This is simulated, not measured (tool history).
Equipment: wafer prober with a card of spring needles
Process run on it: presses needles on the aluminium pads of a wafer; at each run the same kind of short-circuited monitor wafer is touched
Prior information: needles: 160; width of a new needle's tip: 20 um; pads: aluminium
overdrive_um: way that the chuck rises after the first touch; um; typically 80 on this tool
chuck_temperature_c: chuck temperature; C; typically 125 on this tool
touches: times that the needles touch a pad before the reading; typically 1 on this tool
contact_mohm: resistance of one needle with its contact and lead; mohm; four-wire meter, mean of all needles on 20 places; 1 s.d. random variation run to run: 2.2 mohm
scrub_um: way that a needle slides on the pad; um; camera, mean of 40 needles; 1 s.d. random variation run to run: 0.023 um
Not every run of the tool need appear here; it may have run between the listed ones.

run 1 hour=0 | overdrive_um=80 chuck_temperature_c=125 touches=1 | contact_mohm=277 scrub_um=12.73
-- hour=4.4 tips cleaned on abrasive film
-- hour=14.8 tips cleaned on abrasive film
run 2 hour=17 | overdrive_um=80 chuck_temperature_c=125 touches=1 | contact_mohm=255 scrub_um=12.67
-- hour=24.8 tips cleaned on abrasive film
run 3 hour=30.1 | overdrive_um=80 chuck_temperature_c=125 touches=1 | contact_mohm=274 scrub_um=12.59
-- hour=34.7 tips cleaned on abrasive film
-- hour=44.6 tips cleaned on abrasive film
run 4 hour=45.5 | overdrive_um=80 chuck_temperature_c=32 touches=1 | contact_mohm=229 scrub_um=12.6
-- hour=54.6 tips cleaned on abrasive film
-- hour=65.5 tips cleaned on abrasive film
run 5 hour=67.4 | overdrive_um=80 chuck_temperature_c=32 touches=1 | contact_mohm=239 scrub_um=12.59
-- hour=76 tips cleaned on abrasive film
run 6 hour=78.9 | overdrive_um=80 chuck_temperature_c=32 touches=1 | contact_mohm=245 scrub_um=12.61
-- hour=85.7 tips cleaned on abrasive film
run 7 hour=89.1 | overdrive_um=95 chuck_temperature_c=125 touches=1 | contact_mohm=259 scrub_um=14.98
-- hour=95.4 tips cleaned on abrasive film
run 8 hour=103 | overdrive_um=95 chuck_temperature_c=125 touches=1 | contact_mohm=267 scrub_um=14.97
-- hour=105.3 tips cleaned on abrasive film
-- hour=114.7 tips cleaned on abrasive film
-- hour=117.7 tips cleaned on abrasive film, once more
run 9 hour=117.7 | overdrive_um=95 chuck_temperature_c=125 touches=1 | contact_mohm=245 scrub_um=14.95
-- hour=127 tips cleaned on abrasive film
-- hour=136.4 tips cleaned on abrasive film
run 10 hour=138 | overdrive_um=80 chuck_temperature_c=125 touches=1 | contact_mohm=249 scrub_um=12.55
-- hour=147.2 tips cleaned on abrasive film
run 11 hour=156 | overdrive_um=80 chuck_temperature_c=125 touches=1 | contact_mohm=285 scrub_um=12.51
-- hour=157.2 tips cleaned on abrasive film
-- hour=166.8 tips cleaned on abrasive film
-- hour=177.2 tips cleaned on abrasive film
run 12 hour=178 | overdrive_um=80 chuck_temperature_c=125 touches=1 | contact_mohm=252 scrub_um=12.51
-- hour=180.4 height of the first contact set anew
-- hour=187 tips cleaned on abrasive film
run 13 hour=188 | overdrive_um=80 chuck_temperature_c=125 touches=1 | contact_mohm=252 scrub_um=12.82
-- hour=197 tips cleaned on abrasive film
run 14 hour=205 | overdrive_um=80 chuck_temperature_c=125 touches=1 | contact_mohm=285 scrub_um=12.79
-- hour=206.7 tips cleaned on abrasive film
-- hour=215.9 tips cleaned on abrasive film
run 15 hour=223 | overdrive_um=80 chuck_temperature_c=125 touches=1 | contact_mohm=282 scrub_um=12.77
-- hour=226.6 tips cleaned on abrasive film
-- hour=237 tips cleaned on abrasive film
run 16 hour=242.6 | overdrive_um=80 chuck_temperature_c=125 touches=2 | contact_mohm=260 scrub_um=12.78
-- hour=247 tips cleaned on abrasive film
-- hour=256.3 tips cleaned on abrasive film
run 17 hour=262.4 | overdrive_um=74 chuck_temperature_c=40 touches=1 | contact_mohm=270 scrub_um=11.85
-- hour=266.2 tips cleaned on abrasive film
-- hour=275.5 tips cleaned on abrasive film
-- hour=285.3 tips cleaned on abrasive film
run 18 hour=285.3 | overdrive_um=69 chuck_temperature_c=32 touches=1 | contact_mohm=231 scrub_um=10.95

Predict the results of run 19:
-- hour=294.6 tips cleaned on abrasive film
-- hour=304.1 tips cleaned on abrasive film
run 19 hour=305 | overdrive_um=69 chuck_temperature_c=32 touches=1 | contact_mohm=? scrub_um=?

Run 19 gave contact_mohm 241 mohm, scrub_um 10.93 um.
If the tool had no hidden condition, the same run with the same run-to-run variation would have returned contact_mohm 224 mohm, scrub_um 11.06 um.

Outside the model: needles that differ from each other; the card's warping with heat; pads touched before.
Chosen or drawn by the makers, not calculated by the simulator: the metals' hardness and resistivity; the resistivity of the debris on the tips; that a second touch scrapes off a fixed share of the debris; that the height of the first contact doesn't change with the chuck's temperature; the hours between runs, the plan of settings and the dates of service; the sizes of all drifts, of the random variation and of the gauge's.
